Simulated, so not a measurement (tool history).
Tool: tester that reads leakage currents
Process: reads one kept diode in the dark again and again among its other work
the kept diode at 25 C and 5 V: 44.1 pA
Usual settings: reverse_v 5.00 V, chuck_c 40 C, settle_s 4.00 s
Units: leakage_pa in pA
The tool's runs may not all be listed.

{"run": 1, "hour": 0.0, "reverse_v": 5.0, "chuck_c": 40, "settle_s": 4.0, "leakage_pa": 174.22}
{"run": 2, "hour": 227.5, "reverse_v": 5.0, "chuck_c": 55, "settle_s": 4.0, "leakage_pa": 577.97}
{"run": 3, "hour": 385.7, "reverse_v": 5.0, "chuck_c": 55, "settle_s": 4.0, "leakage_pa": 583.49}
{"run": 4, "hour": 505.9, "reverse_v": 5.0, "chuck_c": 55, "settle_s": 4.0, "leakage_pa": 583.11}
{"run": 5, "hour": 621.7, "reverse_v": 5.0, "chuck_c": 55, "settle_s": 4.0, "leakage_pa": 587.77}
{"run": 6, "hour": 746.0, "reverse_v": 5.0, "chuck_c": 55, "settle_s": 4.0, "leakage_pa": 590.3}
{"run": 7, "hour": 895.1, "reverse_v": 5.0, "chuck_c": 55, "settle_s": 4.0, "leakage_pa": 589.72}
{"run": 8, "hour": 1099.1, "reverse_v": 5.0, "chuck_c": 55, "settle_s": 4.0, "leakage_pa": 594.3}
{"run": 9, "hour": 1265.8, "reverse_v": 5.0, "chuck_c": 55, "settle_s": 4.0, "leakage_pa": 599.98}
{"run": 10, "hour": 1465.9, "reverse_v": 5.0, "chuck_c": 55, "settle_s": 5.36, "leakage_pa": 599.13}
{"run": 11, "hour": 1700.1, "reverse_v": 5.0, "chuck_c": 55, "settle_s": 5.36, "leakage_pa": 607.79}
{"hour": 1788.2, "done": "chuck's temperature calibrated"}
{"run": 12, "hour": 1908.3, "reverse_v": 5.0, "chuck_c": 55, "settle_s": 5.36, "leakage_pa": 564.2}
{"run": 13, "hour": 2071.4, "reverse_v": 5.0, "chuck_c": 55, "settle_s": 5.36, "leakage_pa": 562.99}
{"run": 14, "hour": 2292.3, "reverse_v": 5.0, "chuck_c": 40, "settle_s": 2.95, "leakage_pa": 177.48}
{"run": 15, "hour": 2467.0, "reverse_v": 5.0, "chuck_c": 40, "settle_s": 2.95, "leakage_pa": 178.76}
{"run": 16, "hour": 2607.8, "reverse_v": 5.0, "chuck_c": 40, "settle_s": 4.0, "leakage_pa": 179.3}
{"run": 17, "hour": 2810.3, "reverse_v": 5.0, "chuck_c": 21, "settle_s": 4.0, "leakage_pa": 40.65}
{"run": 18, "hour": 3071.9, "reverse_v": 5.0, "chuck_c": 21, "settle_s": 4.0, "leakage_pa": 41.86}
{"run": 19, "hour": 3294.8, "reverse_v": 5.0, "chuck_c": 21, "settle_s": 4.0, "leakage_pa": 42.72}
{"hour": 3329.6, "done": "probe card cleaned and baked"}
{"run": 20, "hour": 3569.6, "reverse_v": 5.0, "chuck_c": 21, "settle_s": 4.0, "leakage_pa": 33.31}
{"run": 21, "hour": 3827.1, "reverse_v": 5.0, "chuck_c": 21, "settle_s": 0.67, "leakage_pa": 34.84}
{"run": 22, "hour": 4043.6, "reverse_v": 5.99, "chuck_c": 41, "settle_s": 4.21, "leakage_pa": 209.37}
{"run": 23, "hour": 4216.2, "reverse_v": 3.18, "chuck_c": 21, "settle_s": 5.78, "leakage_pa": 30.14}
{"run": 24, "hour": 4356.8, "reverse_v": 5.57, "chuck_c": 22, "settle_s": 1.73, "leakage_pa": 41.64}
{"run": 25, "hour": 4531.7, "reverse_v": 3.95, "chuck_c": 23, "settle_s": 0.67, "leakage_pa": 40.43}
{"run": 26, "hour": 4808.2, "reverse_v": 6.45, "chuck_c": 40, "settle_s": 1.65, "leakage_pa": 203.35}
{"hour": 4991.3, "done": "chuck's temperature calibrated"}
{"run": 27, "hour": 5073.8, "reverse_v": 2.19, "chuck_c": 28, "settle_s": 3.43, "leakage_pa": 47.16}
{"run": 28, "hour": 5290.3, "reverse_v": 2.19, "chuck_c": 28, "settle_s": 3.43, "leakage_pa": 47.53}
{"run": 29, "hour": 5483.0, "reverse_v": 2.19, "chuck_c": 23, "settle_s": 3.43, "leakage_pa": 31.23}
{"run": 30, "hour": 5611.3, "reverse_v": 5.78, "chuck_c": 34, "settle_s": 0.77, "leakage_pa": 115.69}
{"run": 31, "hour": 5819.5, "reverse_v": 5.0, "chuck_c": 40, "settle_s": 2.24, "leakage_pa": 179.6}
{"run": 32, "hour": 6039.6, "reverse_v": 5.0, "chuck_c": 40, "settle_s": 2.24, "leakage_pa": 180.93}
{"run": 33, "hour": 6289.2, "reverse_v": 12.76, "chuck_c": 40, "settle_s": 4.0, "leakage_pa": 261.65}
{"run": 34, "hour": 6542.3, "reverse_v": 1.53, "chuck_c": 53, "settle_s": 0.76, "leakage_pa": 336.34}
{"run": 35, "hour": 6785.7, "reverse_v": 1.53, "chuck_c": 53, "settle_s": 0.54, "leakage_pa": 338.92}
{"hour": 6912.2, "done": "probe card cleaned and baked"}
{"run": 36, "hour": 7018.6, "reverse_v": 1.53, "chuck_c": 53, "settle_s": 0.54, "leakage_pa": 338.55}
{"run": 37, "hour": 7160.0, "reverse_v": 1.1, "chuck_c": 34, "settle_s": 7.46, "leakage_pa": 64.26}
{"hour": 7333.7, "done": "tester calibrated"}
{"run": 38, "hour": 7338.2, "reverse_v": 1.1, "chuck_c": 34, "settle_s": 7.46, "leakage_pa": 63.64}
{"run": 39, "hour": 7484.4, "reverse_v": 5.0, "chuck_c": 52, "settle_s": 4.0, "leakage_pa": 468.1}

Forecast each of these 4 alternatives for the next run:
{"run": "A", "hour": 7611.5, "reverse_v": 1.84, "chuck_c": 52, "settle_s": 3.34, "leakage_pa": "?"}
{"run": "B", "hour": 7611.5, "reverse_v": 5.0, "chuck_c": 32, "settle_s": 4.0, "leakage_pa": "?"}
{"run": "C", "hour": 7611.5, "reverse_v": 1.89, "chuck_c": 40, "settle_s": 4.0, "leakage_pa": "?"}
{"run": "D", "hour": 7611.5, "reverse_v": 5.96, "chuck_c": 24, "settle_s": 2.6, "leakage_pa": "?"}

run=A leakage_pa=332.20
run=B leakage_pa=91.56
run=C leakage_pa=127.92
run=D leakage_pa=48.74
Without the tool's hidden state the same runs would have given:
run=A leakage_pa=310.31
run=B leakage_pa=83.05
run=C leakage_pa=118.41
run=D leakage_pa=42.79

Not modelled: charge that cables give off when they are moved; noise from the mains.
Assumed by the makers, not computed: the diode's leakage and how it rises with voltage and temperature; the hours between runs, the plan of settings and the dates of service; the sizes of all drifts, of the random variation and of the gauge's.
